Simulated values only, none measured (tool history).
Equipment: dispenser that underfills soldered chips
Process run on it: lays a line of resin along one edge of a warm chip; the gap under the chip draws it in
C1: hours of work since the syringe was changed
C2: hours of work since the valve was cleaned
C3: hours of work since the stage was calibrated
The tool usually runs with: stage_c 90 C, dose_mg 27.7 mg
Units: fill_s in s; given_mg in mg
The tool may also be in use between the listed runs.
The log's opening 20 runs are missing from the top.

-- day=3.996 new syringe of resin
run 21 day=4.104 | stage_c=103 dose_mg=32 | C1=2 C2=60 C3=84 | fill_s=69.9 given_mg=30.28
run 22 day=4.275 | stage_c=76 dose_mg=33.3 | C1=5 C2=63 C3=87 | fill_s=241.8 given_mg=31.31
-- day=4.442 new syringe of resin
run 23 day=4.442 | stage_c=91 dose_mg=25.3 | C1=0 C2=65 C3=89 | fill_s=99.5 given_mg=23.67
run 24 day=4.7 | stage_c=91 dose_mg=25.3 | C1=4 C2=69 C3=93 | fill_s=141.4 given_mg=23.67
run 25 day=4.854 | stage_c=91 dose_mg=25.3 | C1=7 C2=72 C3=96 | fill_s=177.3 given_mg=23.49
-- day=4.9 new syringe of resin
run 26 day=5.088 | stage_c=80 dose_mg=35.9 | C1=3 C2=76 C3=100 | fill_s=180.8 given_mg=33.18
-- day=5.358 new syringe of resin
run 27 day=5.358 | stage_c=87 dose_mg=25.9 | C1=0 C2=80 C3=104 | fill_s=113.6 given_mg=24.18
run 28 day=5.612 | stage_c=91 dose_mg=24.8 | C1=4 C2=84 C3=108 | fill_s=145.6 given_mg=23.18
-- day=5.804 new syringe of resin
run 29 day=5.871 | stage_c=76 dose_mg=35.8 | C1=1 C2=88 C3=112 | fill_s=176 given_mg=32.89
run 30 day=6.042 | stage_c=93 dose_mg=35.5 | C1=4 C2=91 C3=115 | fill_s=117.1 given_mg=32.23
-- day=6.2 dispensing valve cleaned and set on the balance
run 31 day=6.271 | stage_c=88 dose_mg=25.8 | C1=7 C2=1 C3=118 | fill_s=190 given_mg=25.77
-- day=6.3 new syringe of resin
run 32 day=6.412 | stage_c=91 dose_mg=31.3 | C1=2 C2=3 C3=120 | fill_s=108.9 given_mg=31.19
run 33 day=6.542 | stage_c=91 dose_mg=31.3 | C1=4 C2=5 C3=122 | fill_s=132.1 given_mg=31
run 34 day=6.662 | stage_c=91 dose_mg=31.3 | C1=6 C2=7 C3=124 | fill_s=155.3 given_mg=31.01
-- day=6.75 new syringe of resin
run 35 day=6.808 | stage_c=91 dose_mg=31.3 | C1=1 C2=10 C3=126 | fill_s=99.1 given_mg=31.06

4 ways to go on from here, each from the tool as it stands after run 35. What would each give?
run A day=7.05 | stage_c=103 dose_mg=33.4 | C1=5 C2=14 C3=130 | fill_s=? given_mg=?
run B day=7.05 | stage_c=77 dose_mg=23.8 | C1=5 C2=14 C3=130 | fill_s=? given_mg=?
run C day=7.05 | stage_c=99 dose_mg=30.4 | C1=5 C2=14 C3=130 | fill_s=? given_mg=?
run D day=7.05 | stage_c=78 dose_mg=24.2 | C1=5 C2=14 C3=130 | fill_s=? given_mg=?

run=A fill_s=89.4 given_mg=33.03
run=B fill_s=252.1 given_mg=23.46
run=C fill_s=104.7 given_mg=29.96
run=D fill_s=242.6 given_mg=23.85
Take away the tool's hidden state, keep each run's random variation, and the runs would have read:
run=A fill_s=57.5 given_mg=33.47
run=B fill_s=160.4 given_mg=23.78
run=C fill_s=67 given_mg=30.36
run=D fill_s=154.5 given_mg=24.17
